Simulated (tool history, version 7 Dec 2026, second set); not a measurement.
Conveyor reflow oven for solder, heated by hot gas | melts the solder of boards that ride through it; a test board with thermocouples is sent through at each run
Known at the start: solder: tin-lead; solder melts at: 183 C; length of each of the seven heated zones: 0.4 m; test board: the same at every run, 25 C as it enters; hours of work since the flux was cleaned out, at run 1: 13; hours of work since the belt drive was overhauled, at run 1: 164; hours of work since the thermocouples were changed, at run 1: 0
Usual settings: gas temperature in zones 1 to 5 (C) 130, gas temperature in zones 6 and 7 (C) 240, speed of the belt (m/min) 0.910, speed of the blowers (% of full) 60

run     day  gas temperature in zones 1 to 5 (C)  gas temperature in zones 6 and 7 (C)  speed of the belt (m/min)  speed of the blowers (% of full)  hours of work since the flux was cleaned out  hours of work since the belt drive was overhauled  hours of work since the thermocouples were changed  highest temperature of the board (C)  time above the solder's melting point (s)
  1   0.000                                  130                                   240                      0.910                                60                                            13                                                164                                                   0                                 220.5                                       39.2
  2   2.079                                  130                                   240                      0.910                                60                                            35                                                185                                                  21                                 220.4                                       39.4
  3   3.817                                  130                                   240                      0.910                                60                                            53                                                203                                                  39                                 220.7                                       39.1
  4   4.725                                  130                                   240                      0.910                                60                                            62                                                212                                                  49                                 220.8                                       39.3
  5   6.108                                  130                                   240                      0.910                                60                                            76                                                227                                                  63                                 220.6                                       39.4
  6   7.979                                  130                                   240                      0.910                                60                                            96                                                246                                                  82                                 220.5                                       39.2
  7   9.946                                  130                                   240                      0.910                                60                                           116                                                266                                                 103                                 220.7                                       39.4
  8  11.642                                  130                                   240                      0.910                                60                                           133                                                284                                                 120                                 220.7                                       39.2
  9  12.921                                  130                                   240                      0.910                                60                                           146                                                297                                                 133                                 220.7                                       39.6
 10  14.917                                  130                                   240                      0.910                                60                                           167                                                317                                                 154                                 220.6                                       39.5
 11  16.546                                  130                                   240                      0.910                                60                                           184                                                334                                                 171                                 220.4                                       39.1
 12  17.417                                  140                                   240                      0.910                                54                                           193                                                343                                                 180                                 220.4                                       41.2
 13  19.071                                  125                                   229                      0.910                                60                                           210                                                360                                                 197                                 210.0                                       32.1
 14  21.104                                  125                                   229                      0.910                                60                                           231                                                381                                                 218                                 210.0                                       32.0
     21.938  -- flux residue cleaned out of gas plates and filters
 15  22.862                                  125                                   229                      0.910                                60                                            10                                                397                                                 234                                 209.9                                       32.0
 16  24.300                                  124                                   229                      0.908                                73                                            24                                                412                                                 248                                 213.5                                       35.0
 17  26.183                                  124                                   247                      0.908                                76                                            44                                                431                                                 268                                 230.9                                       43.0
 18  27.588                                  130                                   240                      0.910                                71                                            58                                                446                                                 282                                 223.6                                       41.2
 19  28.492                                  120                                   255                      0.845                                63                                            68                                                455                                                 292                                 236.4                                       47.4
 20  29.821                                  120                                   255                      0.853                                82                                            81                                                469                                                 305                                 241.4                                       49.2

Forecast each of these 3 alternatives for the next run:
  A  31.321                                  120                                   244                      0.853                                83                                            97                                                484                                                 321                                     ?                                          ?
  B  31.321                                  131                                   255                      0.890                                82                                            97                                                484                                                 321                                     ?                                          ?
  C  31.321                                  120                                   254                      1.033                                82                                            97                                                484                                                 321                                     ?                                          ?

run  highest temperature of the board (C)  time above the solder's melting point (s)
  A                                 231.0                                       45.4
  B                                 241.1                                       48.7
  C                                 233.2                                       37.8
Without the tool's hidden state the same runs would have given:
run  highest temperature of the board (C)  time above the solder's melting point (s)
  A                                 231.0                                       45.4
  B                                 241.1                                       48.7
  C                                 233.2                                       37.8

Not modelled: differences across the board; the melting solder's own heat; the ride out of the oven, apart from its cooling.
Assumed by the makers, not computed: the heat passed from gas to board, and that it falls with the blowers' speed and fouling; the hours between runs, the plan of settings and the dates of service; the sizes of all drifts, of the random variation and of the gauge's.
